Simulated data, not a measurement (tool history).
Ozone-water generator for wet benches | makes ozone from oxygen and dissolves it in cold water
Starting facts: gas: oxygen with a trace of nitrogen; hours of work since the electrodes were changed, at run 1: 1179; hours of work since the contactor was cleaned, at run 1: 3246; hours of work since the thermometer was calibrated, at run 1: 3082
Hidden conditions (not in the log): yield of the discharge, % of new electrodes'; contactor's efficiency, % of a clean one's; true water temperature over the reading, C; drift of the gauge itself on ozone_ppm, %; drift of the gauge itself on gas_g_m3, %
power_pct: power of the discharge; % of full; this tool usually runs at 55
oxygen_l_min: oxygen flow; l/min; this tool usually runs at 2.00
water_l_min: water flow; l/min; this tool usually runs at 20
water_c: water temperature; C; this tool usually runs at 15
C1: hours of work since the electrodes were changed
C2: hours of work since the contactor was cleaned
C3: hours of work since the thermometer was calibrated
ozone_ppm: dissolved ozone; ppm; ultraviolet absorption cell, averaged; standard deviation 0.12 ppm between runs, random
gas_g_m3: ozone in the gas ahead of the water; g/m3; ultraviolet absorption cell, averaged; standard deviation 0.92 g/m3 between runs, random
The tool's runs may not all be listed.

Run 1, hour 0.0: usual settings; C1 1179; C2 3246; C3 3082. Result: ozone_ppm 9.4 ppm, gas_g_m3 155.1 g/m3.
Run 2, hour 40.8: usual settings; C1 1210; C2 3277; C3 3113. Result: ozone_ppm 9.5 ppm, gas_g_m3 153.2 g/m3.
Run 3, hour 69.2: usual settings but power_pct 67 % of full; C1 1232; C2 3298; C3 3135. Result: ozone_ppm 10.9 ppm, gas_g_m3 173.3 g/m3.
Run 4, hour 97.7: usual settings but power_pct 67 % of full; C1 1253; C2 3320; C3 3156. Result: ozone_ppm 11.1 ppm, gas_g_m3 176.7 g/m3.
Run 5, hour 119.7: usual settings but power_pct 67 % of full; C1 1270; C2 3336; C3 3173. Result: ozone_ppm 10.8 ppm, gas_g_m3 175.5 g/m3.
Run 6, hour 154.8: usual settings but power_pct 67 % of full; C1 1296; C2 3363; C3 3199. Result: ozone_ppm 11.0 ppm, gas_g_m3 176.7 g/m3.
Run 7, hour 193.9: usual settings but oxygen_l_min 1.96 l/min; C1 1326; C2 3392; C3 3229. Result: ozone_ppm 9.4 ppm, gas_g_m3 154.4 g/m3.
Run 8, hour 228.3: usual settings but water_l_min 19 l/min; C1 1352; C2 3418; C3 3255. Result: ozone_ppm 10.0 ppm, gas_g_m3 153.1 g/m3.
Run 9, hour 270.3: usual settings; C1 1383; C2 3450; C3 3287. Result: ozone_ppm 9.6 ppm, gas_g_m3 151.9 g/m3.
Run 10, hour 298.1: usual settings; C1 1405; C2 3471; C3 3308. Result: ozone_ppm 9.6 ppm, gas_g_m3 151.2 g/m3.
Run 11, hour 334.1: usual settings; C1 1432; C2 3498; C3 3335. Result: ozone_ppm 9.7 ppm, gas_g_m3 152.6 g/m3.
Run 12, hour 359.4: usual settings; C1 1451; C2 3517; C3 3354. Result: ozone_ppm 9.4 ppm, gas_g_m3 152.1 g/m3.
Run 13, hour 384.3: usual settings; C1 1470; C2 3536; C3 3373. Result: ozone_ppm 9.4 ppm, gas_g_m3 152.6 g/m3.
Run 14, hour 407.3: usual settings but power_pct 57 % of full; C1 1487; C2 3554; C3 3390. Result: ozone_ppm 9.7 ppm, gas_g_m3 155.1 g/m3.
Run 15, hour 446.5: usual settings but power_pct 50 % of full; C1 1517; C2 3583; C3 3420. Result: ozone_ppm 9.2 ppm, gas_g_m3 141.2 g/m3.
Run 16, hour 475.9: usual settings but power_pct 50 % of full; C1 1539; C2 3605; C3 3442. Result: ozone_ppm 8.9 ppm, gas_g_m3 141.7 g/m3.
Run 17, hour 518.2: usual settings but water_l_min 23 l/min; C1 1571; C2 3637; C3 3474. Result: ozone_ppm 8.4 ppm, gas_g_m3 153.1 g/m3.
Run 18, hour 537.3: usual settings but power_pct 46 % of full, oxygen_l_min 1.20 l/min, water_l_min 17 l/min, water_c 18 C; C1 1585; C2 3652; C3 3488. Result: ozone_ppm 9.0 ppm, gas_g_m3 188.3 g/m3.
Run 19, hour 565.3: usual settings but power_pct 46 % of full, oxygen_l_min 1.20 l/min, water_l_min 17 l/min, water_c 18 C; C1 1606; C2 3673; C3 3510. Result: ozone_ppm 9.0 ppm, gas_g_m3 187.3 g/m3.
Run 20, hour 587.3: usual settings but power_pct 58 % of full, water_l_min 17 l/min, water_c 14 C; C1 1623; C2 3690; C3 3526. Result: ozone_ppm 11.6 ppm, gas_g_m3 157.4 g/m3.
Run 21, hour 616.3: usual settings but power_pct 58 % of full, water_l_min 17 l/min, water_c 14 C; C1 1645; C2 3711; C3 3548. Result: ozone_ppm 11.6 ppm, gas_g_m3 157.3 g/m3.
Run 22, hour 640.4: usual settings but oxygen_l_min 2.31 l/min, water_l_min 21 l/min, water_c 13 C; C1 1663; C2 3730; C3 3566. Result: ozone_ppm 9.5 ppm, gas_g_m3 137.4 g/m3.
Run 23, hour 671.7: usual settings but oxygen_l_min 2.31 l/min, water_l_min 21 l/min, water_c 13 C; C1 1687; C2 3753; C3 3590. Result: ozone_ppm 9.3 ppm, gas_g_m3 136.3 g/m3.
Run 24, hour 693.1: usual settings but power_pct 44 % of full, oxygen_l_min 2.43 l/min, water_l_min 19 l/min, water_c 12 C; C1 1703; C2 3769; C3 3606. Result: ozone_ppm 8.9 ppm, gas_g_m3 113.4 g/m3.
Run 25, hour 717.4: usual settings but oxygen_l_min 2.11 l/min; C1 1721; C2 3788; C3 3624. Result: ozone_ppm 9.7 ppm, gas_g_m3 145.2 g/m3.
At hour 736.3: water thermometer calibrated.
Run 26, hour 747.4: usual settings but power_pct 51 % of full, oxygen_l_min 1.79 l/min, water_l_min 26 l/min, water_c 8 C; C1 1744; C2 3810; C3 8. Result: ozone_ppm 6.9 ppm, gas_g_m3 154.9 g/m3.
Run 27, hour 770.9: usual settings but oxygen_l_min 3.08 l/min, water_c 18 C; C1 1761; C2 3828; C3 26. Result: ozone_ppm 9.7 ppm, gas_g_m3 113.0 g/m3.
Run 28, hour 803.7: usual settings but oxygen_l_min 3.29 l/min, water_c 20 C; C1 1786; C2 3853; C3 51. Result: ozone_ppm 9.3 ppm, gas_g_m3 106.6 g/m3.
Run 29, hour 841.4: usual settings but power_pct 66 % of full, oxygen_l_min 3.59 l/min; C1 1815; C2 3881; C3 79. Result: ozone_ppm 11.3 ppm, gas_g_m3 115.9 g/m3.
Run 30, hour 865.6: usual settings but power_pct 66 % of full, oxygen_l_min 3.59 l/min; C1 1833; C2 3899; C3 98. Result: ozone_ppm 11.2 ppm, gas_g_m3 114.5 g/m3.
Run 31, hour 903.2: usual settings but oxygen_l_min 1.01 l/min, water_l_min 32 l/min, water_c 9 C; C1 1861; C2 3928; C3 126. Result: ozone_ppm 5.2 ppm, gas_g_m3 236.0 g/m3.
Run 32, hour 931.7: usual settings but water_c 22 C; C1 1883; C2 3949; C3 148. Result: ozone_ppm 9.1 ppm, gas_g_m3 149.0 g/m3.
Run 33, hour 971.5: usual settings but water_l_min 25 l/min; C1 1913; C2 3979; C3 178. Result: ozone_ppm 7.6 ppm, gas_g_m3 149.6 g/m3.
At hour 987.6: gauge calibrated.
Run 34, hour 1012.9: usual settings but oxygen_l_min 1.78 l/min, water_c 21 C; C1 1944; C2 4011; C3 209. Result: ozone_ppm 9.1 ppm, gas_g_m3 164.5 g/m3.

Below are 3 alternative next runs, each starting from the tool's condition after run 34. Predict each:
Run A, hour 1045.7: usual settings but power_pct 50 % of full; C1 1969; C2 4035; C3 234. Result: ozone_ppm ?, gas_g_m3 ?.
Run B, hour 1045.7: usual settings but power_pct 79 % of full, oxygen_l_min 3.45 l/min, water_c 13 C; C1 1969; C2 4035; C3 234. Result: ozone_ppm ?, gas_g_m3 ?.
Run C, hour 1045.7: usual settings but oxygen_l_min 1.78 l/min, water_l_min 30 l/min, water_c 21 C; C1 1969; C2 4035; C3 234. Result: ozone_ppm ?, gas_g_m3 ?.

run  ozone_ppm  gas_g_m3
  A        9.0     144.2
  B       13.2     137.1
  C        5.9     165.9
The same runs, with their run-to-run variation unchanged, on a tool lacking any hidden condition would have given:
run  ozone_ppm  gas_g_m3
  A        9.0     144.5
  B       13.2     137.4
  C        6.0     166.3

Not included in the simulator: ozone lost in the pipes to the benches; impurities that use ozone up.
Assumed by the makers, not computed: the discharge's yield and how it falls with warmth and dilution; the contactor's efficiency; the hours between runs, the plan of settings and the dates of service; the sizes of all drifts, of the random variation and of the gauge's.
